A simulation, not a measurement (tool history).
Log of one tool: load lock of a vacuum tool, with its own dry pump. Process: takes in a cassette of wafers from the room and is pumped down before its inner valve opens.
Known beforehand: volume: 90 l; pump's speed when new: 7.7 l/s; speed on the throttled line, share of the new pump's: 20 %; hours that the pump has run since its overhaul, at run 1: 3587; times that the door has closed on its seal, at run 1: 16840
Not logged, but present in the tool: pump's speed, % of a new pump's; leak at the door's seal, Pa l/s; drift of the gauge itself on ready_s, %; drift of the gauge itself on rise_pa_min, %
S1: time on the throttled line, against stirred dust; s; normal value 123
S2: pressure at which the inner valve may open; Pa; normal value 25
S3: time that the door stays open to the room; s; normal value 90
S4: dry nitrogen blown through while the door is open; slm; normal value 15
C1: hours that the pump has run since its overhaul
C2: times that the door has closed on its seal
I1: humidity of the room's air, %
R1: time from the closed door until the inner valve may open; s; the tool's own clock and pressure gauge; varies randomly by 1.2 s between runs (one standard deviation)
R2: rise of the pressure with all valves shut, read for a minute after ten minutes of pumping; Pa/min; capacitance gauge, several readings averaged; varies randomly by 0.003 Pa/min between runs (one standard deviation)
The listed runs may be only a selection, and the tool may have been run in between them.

{"run": 1, "day": 0.0, "S1": 123, "S2": 25, "S3": 90, "S4": 15, "C1": 3587, "C2": 16840, "I1": 45.9, "R1": 197.7, "R2": 0.12}
{"run": 2, "day": 5.646, "S1": 106, "S2": 25, "S3": 90, "S4": 15, "C1": 3722, "C2": 17045, "I1": 41.6, "R1": 185.5, "R2": 0.119}
{"run": 3, "day": 10.388, "S1": 106, "S2": 25, "S3": 90, "S4": 15, "C1": 3836, "C2": 17216, "I1": 39.1, "R1": 185.4, "R2": 0.118}
{"run": 4, "day": 15.571, "S1": 123, "S2": 25, "S3": 26, "S4": 15, "C1": 3960, "C2": 17404, "I1": 44.0, "R1": 201.2, "R2": 0.12}
{"run": 5, "day": 18.05, "S1": 123, "S2": 25, "S3": 26, "S4": 15, "C1": 4020, "C2": 17493, "I1": 45.8, "R1": 196.2, "R2": 0.121}
{"run": 6, "day": 20.479, "S1": 123, "S2": 25, "S3": 26, "S4": 15, "C1": 4078, "C2": 17581, "I1": 46.8, "R1": 200.7, "R2": 0.117}
{"run": 7, "day": 24.875, "S1": 123, "S2": 25, "S3": 26, "S4": 15, "C1": 4184, "C2": 17740, "I1": 45.9, "R1": 202.0, "R2": 0.121}
{"run": 8, "day": 30.171, "S1": 123, "S2": 25, "S3": 26, "S4": 15, "C1": 4311, "C2": 17932, "I1": 46.0, "R1": 198.1, "R2": 0.124}
{"run": 9, "day": 33.904, "S1": 103, "S2": 25, "S3": 26, "S4": 15, "C1": 4400, "C2": 18067, "I1": 43.0, "R1": 184.3, "R2": 0.125}
{"run": 10, "day": 37.321, "S1": 103, "S2": 25, "S3": 26, "S4": 15, "C1": 4482, "C2": 18190, "I1": 41.9, "R1": 183.5, "R2": 0.116}
{"run": 11, "day": 42.792, "S1": 123, "S2": 25, "S3": 90, "S4": 15, "C1": 4614, "C2": 18388, "I1": 41.3, "R1": 197.8, "R2": 0.132}
{"run": 12, "day": 47.479, "S1": 123, "S2": 25, "S3": 90, "S4": 15, "C1": 4726, "C2": 18558, "I1": 46.9, "R1": 199.2, "R2": 0.135}
{"run": 13, "day": 52.938, "S1": 123, "S2": 25, "S3": 90, "S4": 15, "C1": 4857, "C2": 18755, "I1": 48.5, "R1": 197.1, "R2": 0.143}
{"run": 14, "day": 57.471, "S1": 123, "S2": 25, "S3": 90, "S4": 11, "C1": 4966, "C2": 18919, "I1": 46.3, "R1": 201.9, "R2": 0.144}
{"run": 15, "day": 60.2, "S1": 123, "S2": 25, "S3": 90, "S4": 11, "C1": 5031, "C2": 19018, "I1": 45.1, "R1": 200.8, "R2": 0.142}
{"run": 16, "day": 62.938, "S1": 123, "S2": 25, "S3": 90, "S4": 11, "C1": 5097, "C2": 19117, "I1": 45.1, "R1": 200.7, "R2": 0.144}
{"run": 17, "day": 68.354, "S1": 123, "S2": 25, "S3": 90, "S4": 15, "C1": 5227, "C2": 19313, "I1": 44.2, "R1": 199.4, "R2": 0.139}
{"run": 18, "day": 73.529, "S1": 123, "S2": 25, "S3": 90, "S4": 15, "C1": 5351, "C2": 19500, "I1": 44.7, "R1": 199.5, "R2": 0.134}
{"run": 19, "day": 76.192, "S1": 123, "S2": 25, "S3": 90, "S4": 15, "C1": 5415, "C2": 19596, "I1": 48.7, "R1": 199.8, "R2": 0.147}
{"run": 20, "day": 80.083, "S1": 123, "S2": 19, "S3": 26, "S4": 14, "C1": 5509, "C2": 19737, "I1": 47.7, "R1": 203.4, "R2": 0.144}
{"run": 21, "day": 84.567, "S1": 98, "S2": 19, "S3": 26, "S4": 13, "C1": 5616, "C2": 19899, "I1": 43.4, "R1": 184.7, "R2": 0.144}
{"run": 22, "day": 88.888, "S1": 98, "S2": 21, "S3": 137, "S4": 13, "C1": 5720, "C2": 20056, "I1": 44.6, "R1": 182.3, "R2": 0.156}
{"run": 23, "day": 93.567, "S1": 98, "S2": 21, "S3": 137, "S4": 13, "C1": 5832, "C2": 20225, "I1": 45.2, "R1": 183.2, "R2": 0.158}
{"run": 24, "day": 96.117, "S1": 140, "S2": 35, "S3": 90, "S4": 20, "C1": 5894, "C2": 20317, "I1": 45.2, "R1": 208.8, "R2": 0.149}
{"run": 25, "day": 99.529, "S1": 140, "S2": 35, "S3": 90, "S4": 20, "C1": 5975, "C2": 20441, "I1": 43.6, "R1": 211.4, "R2": 0.143}
{"run": 26, "day": 102.738, "S1": 165, "S2": 21, "S3": 90, "S4": 29, "C1": 6052, "C2": 20557, "I1": 45.7, "R1": 236.5, "R2": 0.143}
{"run": 27, "day": 105.492, "S1": 125, "S2": 25, "S3": 50, "S4": 12, "C1": 6119, "C2": 20656, "I1": 44.4, "R1": 201.6, "R2": 0.152}
{"run": 28, "day": 110.792, "S1": 125, "S2": 25, "S3": 32, "S4": 19, "C1": 6246, "C2": 20848, "I1": 43.9, "R1": 200.9, "R2": 0.145}
{"run": 29, "day": 115.008, "S1": 125, "S2": 25, "S3": 32, "S4": 19, "C1": 6347, "C2": 21000, "I1": 48.2, "R1": 203.9, "R2": 0.151}
{"run": 30, "day": 117.662, "S1": 166, "S2": 25, "S3": 60, "S4": 15, "C1": 6411, "C2": 21096, "I1": 45.9, "R1": 235.2, "R2": 0.162}
{"run": 31, "day": 121.462, "S1": 166, "S2": 40, "S3": 40, "S4": 33, "C1": 6502, "C2": 21234, "I1": 45.1, "R1": 228.3, "R2": 0.147}
{"run": 32, "day": 124.254, "S1": 123, "S2": 25, "S3": 192, "S4": 17, "C1": 6569, "C2": 21335, "I1": 45.9, "R1": 202.5, "R2": 0.159}
{"run": 33, "day": 129.75, "S1": 111, "S2": 30, "S3": 35, "S4": 5, "C1": 6701, "C2": 21534, "I1": 47.3, "R1": 190.7, "R2": 0.162}
{"run": 34, "day": 132.933, "S1": 111, "S2": 30, "S3": 35, "S4": 5, "C1": 6777, "C2": 21649, "I1": 43.5, "R1": 190.6, "R2": 0.166}
{"run": 35, "day": 135.538, "S1": 111, "S2": 30, "S3": 35, "S4": 5, "C1": 6840, "C2": 21743, "I1": 44.0, "R1": 190.2, "R2": 0.169}
{"run": 36, "day": 138.908, "S1": 111, "S2": 20, "S3": 59, "S4": 5, "C1": 6921, "C2": 21865, "I1": 48.4, "R1": 194.4, "R2": 0.175}

Hidden state or all else? Some run-to-run changes of R1, split into what the settings, what came in and random variation would give without the hidden state, and what is left for the hidden state (with any gauge scatter that isn't in both results):
Run 19 -> 20: S2 25 -> 19, S3 90 -> 26, S4 15 -> 14. R1 +3.6 s: hidden state +0.5, all else +3.1.
Run 23 -> 24: S1 98 -> 140, S2 21 -> 35, S3 137 -> 90, S4 13 -> 20. R1 +25.6 s: hidden state -0.9, all else +26.5.
Run 26 -> 27: S1 165 -> 125, S2 21 -> 25, S3 90 -> 50, S4 29 -> 12. R1 -34.9 s: hidden state +0.4, all else -35.3.
Run 29 -> 30: S1 125 -> 166, S3 32 -> 60, S4 19 -> 15. R1 +31.3 s: hidden state -0.5, all else +31.8.
Run 31 -> 32: S1 166 -> 123, S2 40 -> 25, S3 40 -> 192, S4 33 -> 17. R1 -25.8 s: hidden state +1.1, all else -26.9.
